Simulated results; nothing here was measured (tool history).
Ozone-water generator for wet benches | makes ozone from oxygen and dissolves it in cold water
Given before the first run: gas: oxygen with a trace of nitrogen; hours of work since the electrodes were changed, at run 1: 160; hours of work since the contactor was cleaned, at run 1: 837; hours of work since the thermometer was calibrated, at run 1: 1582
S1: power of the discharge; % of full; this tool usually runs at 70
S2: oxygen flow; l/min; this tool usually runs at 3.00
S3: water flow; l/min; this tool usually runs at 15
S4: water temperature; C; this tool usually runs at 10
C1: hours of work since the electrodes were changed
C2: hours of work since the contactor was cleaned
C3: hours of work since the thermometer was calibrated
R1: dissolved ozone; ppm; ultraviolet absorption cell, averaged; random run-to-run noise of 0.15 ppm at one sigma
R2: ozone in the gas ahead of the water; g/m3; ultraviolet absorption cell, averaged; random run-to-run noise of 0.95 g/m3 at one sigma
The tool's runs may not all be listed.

| run | hour | S1 | S2 | S3 | S4 | C1 | C2 | C3 | R1 | R2 |
|---|---|---|---|---|---|---|---|---|---|---|
| 1 | 0.0 | 70 | 3.00 | 15 | 10 | 160 | 837 | 1582 | 18.2 | 160.8 |
| 2 | 37.2 | 70 | 3.00 | 15 | 10 | 197 | 874 | 1619 | 18.0 | 159.0 |
| 3 | 65.1 | 70 | 3.00 | 15 | 10 | 224 | 901 | 1647 | 18.1 | 159.6 |
| 4 | 96.5 | 70 | 3.00 | 11 | 10 | 255 | 932 | 1677 | 23.3 | 161.4 |
| 5 | 130.3 | 70 | 3.00 | 15 | 10 | 288 | 966 | 1711 | 18.0 | 159.5 |
| 6 | 159.7 | 70 | 3.00 | 15 | 10 | 317 | 995 | 1740 | 18.1 | 160.4 |
| 7 | 186.9 | 70 | 3.00 | 15 | 10 | 344 | 1021 | 1766 | 18.5 | 160.5 |
| 8 | 236.7 | 70 | 3.00 | 15 | 10 | 393 | 1070 | 1815 | 18.1 | 161.0 |
| 9 | 271.6 | 70 | 3.00 | 15 | 10 | 427 | 1105 | 1850 | 18.3 | 160.2 |
| 10 | 319.0 | 70 | 3.00 | 15 | 10 | 474 | 1151 | 1896 | 18.1 | 160.8 |
| 11 | 341.9 | 70 | 3.00 | 15 | 10 | 497 | 1174 | 1919 | 18.3 | 159.9 |
| 12 | 369.4 | 70 | 3.00 | 15 | 10 | 524 | 1201 | 1946 | 18.1 | 160.8 |
| 13 | 401.7 | 70 | 3.00 | 15 | 10 | 555 | 1233 | 1978 | 18.0 | 159.8 |
| 14 | 445.5 | 70 | 3.00 | 15 | 10 | 599 | 1276 | 2021 | 18.1 | 158.0 |
| 15 | 478.2 | 70 | 3.00 | 16 | 9 | 631 | 1308 | 2053 | 17.3 | 156.7 |
| 16 | 509.8 | 70 | 3.00 | 16 | 9 | 662 | 1339 | 2084 | 17.2 | 158.7 |
| 17 | 547.9 | 70 | 2.71 | 15 | 7 | 699 | 1377 | 2122 | 18.4 | 169.5 |
| 18 | 571.4 | 41 | 3.23 | 15 | 7 | 722 | 1400 | 2145 | 11.7 | 93.0 |
| 19 | 610.7 | 41 | 3.09 | 18 | 7 | 761 | 1438 | 2183 | 9.5 | 96.9 |
| 20 | 641.7 | 41 | 3.09 | 18 | 7 | 792 | 1469 | 2214 | 9.6 | 95.9 |
| 21 | 668.4 | 41 | 3.09 | 18 | 7 | 818 | 1495 | 2240 | 9.6 | 96.1 |
| 22 | 692.9 | 78 | 3.09 | 18 | 7 | 842 | 1519 | 2264 | 17.3 | 170.6 |
| 23 | 744.0 | 45 | 2.19 | 11 | 12 | 892 | 1570 | 2315 | 15.4 | 131.0 |
| 24 | 785.4 | 52 | 2.19 | 20 | 12 | 933 | 1610 | 2355 | 10.0 | 149.3 |
| 25 | 806.3 | 58 | 2.99 | 16 | 5 | 954 | 1631 | 2376 | 15.1 | 135.3 |
| 26 | 854.5 | 47 | 2.99 | 19 | 5 | 1001 | 1678 | 2423 | 10.6 | 111.8 |
| 27 | 900.5 | 47 | 2.99 | 9 | 10 | 1046 | 1724 | 2469 | 19.0 | 111.5 |
| 28 | 951.8 | 42 | 3.00 | 15 | 6 | 1097 | 1774 | 2519 | 12.1 | 99.0 |

What if the next run were any one of these 5? Each begins from the tool's condition after run 28:
| A | 973.1 | 49 | 3.00 | 15 | 10 | 1118 | 1795 | 2540 | ? | ? |
| B | 973.1 | 70 | 4.55 | 15 | 6 | 1118 | 1795 | 2540 | ? | ? |
| C | 973.1 | 70 | 3.00 | 22 | 10 | 1118 | 1795 | 2540 | ? | ? |
| D | 973.1 | 45 | 3.00 | 13 | 10 | 1118 | 1795 | 2540 | ? | ? |
| E | 973.1 | 68 | 2.91 | 15 | 6 | 1118 | 1795 | 2540 | ? | ? |

| run | R1 | R2 |
|---|---|---|
| A | 12.6 | 115.4 |
| B | 18.2 | 120.8 |
| C | 12.5 | 156.7 |
| D | 13.7 | 105.4 |
| E | 17.9 | 157.5 |
Without the tool's hidden state the same runs would have given:
| run | R1 | R2 |
|---|---|---|
| A | 13.0 | 116.6 |
| B | 18.9 | 122.7 |
| C | 13.0 | 159.2 |
| D | 14.1 | 106.4 |
| E | 18.6 | 160.0 |
